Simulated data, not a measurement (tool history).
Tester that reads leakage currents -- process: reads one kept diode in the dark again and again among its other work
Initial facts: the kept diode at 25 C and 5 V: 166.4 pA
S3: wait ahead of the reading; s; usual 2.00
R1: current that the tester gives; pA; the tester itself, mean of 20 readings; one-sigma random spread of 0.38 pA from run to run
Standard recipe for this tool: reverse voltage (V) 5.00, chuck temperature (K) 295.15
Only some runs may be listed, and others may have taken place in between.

Run 1, hour 0.0: usual settings. Result: R1 122.08 pA.
Run 2, hour 44.5: usual settings. Result: R1 122.31 pA.
Run 3, hour 81.5: usual settings. Result: R1 122.13 pA.
Run 4, hour 109.5: usual settings. Result: R1 122.66 pA.
Run 5, hour 152.7: usual settings. Result: R1 122.95 pA.
Run 6, hour 180.9: usual settings. Result: R1 121.24 pA.
Run 7, hour 226.0: usual settings. Result: R1 122.10 pA.
Run 8, hour 251.2: usual settings. Result: R1 122.45 pA.
Run 9, hour 290.1: usual settings. Result: R1 122.13 pA.
Run 10, hour 320.0: usual settings but chuck temperature (K) 319.15. Result: R1 1034.33 pA.
Run 11, hour 371.2: usual settings but chuck temperature (K) 319.15. Result: R1 1038.52 pA.
Run 12, hour 407.3: usual settings but chuck temperature (K) 305.15. Result: R1 309.11 pA.
Run 13, hour 457.9: usual settings but chuck temperature (K) 305.15. Result: R1 307.62 pA.
Run 14, hour 509.1: usual settings but reverse voltage (V) 4.75, chuck temperature (K) 305.15. Result: R1 300.52 pA.
Run 15, hour 554.6: usual settings but reverse voltage (V) 4.75, chuck temperature (K) 305.15. Result: R1 298.36 pA.
Run 16, hour 580.9: usual settings but S3 2.89 s. Result: R1 120.85 pA.
At hour 585.2: tester calibrated.
Run 17, hour 613.6: usual settings but S3 2.89 s. Result: R1 121.39 pA.
Run 18, hour 650.6: usual settings but S3 2.89 s. Result: R1 120.97 pA.
Run 19, hour 698.2: usual settings but reverse voltage (V) 3.55. Result: R1 101.81 pA.
At hour 717.5: tester calibrated, once more.
Run 20, hour 749.8: usual settings but reverse voltage (V) 3.55. Result: R1 101.57 pA.
Run 21, hour 804.5: usual settings but reverse voltage (V) 5.07, chuck temperature (K) 314.15, S3 0.45 s. Result: R1 678.42 pA.
Run 22, hour 839.7: usual settings but reverse voltage (V) 5.07, chuck temperature (K) 314.15, S3 0.45 s. Result: R1 678.35 pA.
Run 23, hour 893.9: usual settings but reverse voltage (V) 6.39, chuck temperature (K) 305.15, S3 0.61 s. Result: R1 346.68 pA.
Run 24, hour 918.1: usual settings but reverse voltage (V) 3.12, chuck temperature (K) 316.15, S3 4.56 s. Result: R1 625.70 pA.
Run 25, hour 965.3: usual settings but reverse voltage (V) 3.12, chuck temperature (K) 316.15, S3 4.56 s. Result: R1 628.30 pA.
Run 26, hour 1007.4: usual settings but reverse voltage (V) 3.12, chuck temperature (K) 316.15, S3 4.56 s. Result: R1 621.03 pA.
Run 27, hour 1046.0: usual settings but reverse voltage (V) 3.12, chuck temperature (K) 316.15, S3 4.56 s. Result: R1 625.31 pA.
Run 28, hour 1093.6: usual settings but reverse voltage (V) 3.12, chuck temperature (K) 316.15, S3 4.56 s. Result: R1 622.96 pA.
Run 29, hour 1122.3: usual settings but reverse voltage (V) 3.12, chuck temperature (K) 318.15, S3 9.65 s. Result: R1 736.35 pA.
Run 30, hour 1167.3: usual settings but reverse voltage (V) 3.12, chuck temperature (K) 318.15, S3 9.65 s. Result: R1 736.80 pA.
Run 31, hour 1193.2: usual settings but reverse voltage (V) 1.10, chuck temperature (K) 318.15, S3 9.65 s. Result: R1 436.53 pA.
Run 32, hour 1235.6: usual settings but reverse voltage (V) 1.15, chuck temperature (K) 296.15, S3 1.90 s. Result: R1 62.05 pA.
Run 33, hour 1277.6: usual settings but reverse voltage (V) 2.91, chuck temperature (K) 312.15, S3 3.87 s. Result: R1 426.61 pA.
Run 34, hour 1328.2: usual settings but reverse voltage (V) 9.34, S3 8.96 s. Result: R1 164.58 pA.
Run 35, hour 1363.1: usual settings but reverse voltage (V) 4.35, chuck temperature (K) 329.15, S3 8.96 s. Result: R1 2104.08 pA.
Run 36, hour 1396.4: usual settings but reverse voltage (V) 4.35, chuck temperature (K) 317.15, S3 5.56 s. Result: R1 798.14 pA.
Run 37, hour 1443.4: usual settings but reverse voltage (V) 4.31, chuck temperature (K) 325.15, S3 4.79 s. Result: R1 1521.50 pA.
Run 38, hour 1485.6: usual settings but reverse voltage (V) 4.31, chuck temperature (K) 325.15, S3 4.79 s. Result: R1 1526.12 pA.
Run 39, hour 1534.4: usual settings but reverse voltage (V) 4.31, chuck temperature (K) 325.15, S3 2.32 s. Result: R1 1528.02 pA.

Subtracting, for every run, the result it would have given without the tool's unlogged condition from the measured result gives the following. The same run-to-run variation enters both numbers; the gauge's scatter may not:
Hidden state at play: stray current of the dirty probe card, pA a volt; current scale over the true one, %; true chuck temperature over the reading, C; drift of the gauge itself on leakage_pa, %.
run       R1
  1    -3.34
  2    -3.43
  3    -3.49
  4    -3.56
  5    -3.63
  6    -3.64
  7    -3.75
  8    -3.82
  9    -3.89
 10   -32.73
 11   -33.88
 12   -10.83
 13   -11.10
 14   -11.16
 15   -11.33
 16    -4.42
 17    -4.41
 18    -4.47
 19    -3.98
 20    -4.49
 21   -30.93
 22   -31.43
 23   -16.41
 24   -30.20
 25   -30.97
 26   -31.15
 27   -31.84
 28   -32.34
 29   -38.31
 30   -38.96
 31   -23.59
 32    -3.61
 33   -24.10
 34    -7.65
 35  -112.89
 36   -45.92
 37   -85.87
 38   -87.38
 39   -88.81

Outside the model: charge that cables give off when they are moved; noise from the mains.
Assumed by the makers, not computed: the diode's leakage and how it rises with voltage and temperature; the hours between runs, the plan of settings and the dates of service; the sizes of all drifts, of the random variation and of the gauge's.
